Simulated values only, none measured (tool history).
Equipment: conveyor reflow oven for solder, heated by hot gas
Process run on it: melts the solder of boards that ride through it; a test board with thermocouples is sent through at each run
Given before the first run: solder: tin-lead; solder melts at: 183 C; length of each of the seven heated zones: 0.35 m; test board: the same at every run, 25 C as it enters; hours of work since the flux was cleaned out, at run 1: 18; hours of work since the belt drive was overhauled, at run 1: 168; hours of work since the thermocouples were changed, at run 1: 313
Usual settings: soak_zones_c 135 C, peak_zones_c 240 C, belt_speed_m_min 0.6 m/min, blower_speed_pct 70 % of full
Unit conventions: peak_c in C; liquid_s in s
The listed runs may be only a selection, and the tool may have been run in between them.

run,hour,soak_zones_c,peak_zones_c,belt_speed_m_min,blower_speed_pct,hours of work since the flux was cleaned out,hours of work since the belt drive was overhauled,hours of work since the thermocouples were changed,peak_c,liquid_s
1,0,135,240,0.6,70,18,168,313,216.8,50.3
2,8.3,135,240,0.65,70,24,174,319,213.68,43.73
3,16.5,135,240,0.65,70,30,180,325,213.54,43.68
4,23.1,135,234,0.65,70,35,185,329,208.94,39.72
5,28,135,234,0.65,70,39,189,333,208.82,39.66
6,33.5,135,234,0.65,85,43,193,337,213.35,44.38
7,42,133,240,0.6,70,49,199,343,216.17,49.25
8,51,133,240,0.6,70,55,205,350,216.11,49.4
9,56.2,135,241,0.6,57,59,209,353,212.05,45.69
10,60.4,135,241,0.6,57,62,212,356,212.11,45.72
11,66.4,135,241,0.6,57,66,217,361,211.89,45.67
12,71.9,135,241,0.6,57,70,220,365,212.04,45.76
13,79.9,135,240,0.6,64,76,226,370,214.29,48.09
14,89,149,251,0.6,64,83,233,377,226.56,61.34
15,94.6,149,251,0.6,64,87,237,381,226.32,61.42
16,99.8,123,242,0.577,54,91,241,385,209.79,41.9

What if the next run were any one of these 4? Each begins from the tool's condition after run 16:
A,103.6,145,229,0.535,70,93,243,388,?,?
B,103.6,142,233,0.6,51,93,243,388,?,?
C,103.6,130,242,0.557,79,93,243,388,?,?
D,103.6,123,242,0.509,53,93,243,388,?,?

run,peak_c,liquid_s
A,212.94,58.14
B,204.8,39.99
C,222.69,57.83
D,215,53.59
Without the tool's hidden state the same runs would have given:
run,peak_c,liquid_s
A,214.04,58.98
B,205.8,41.04
C,223.94,58.53
D,216.1,54.49
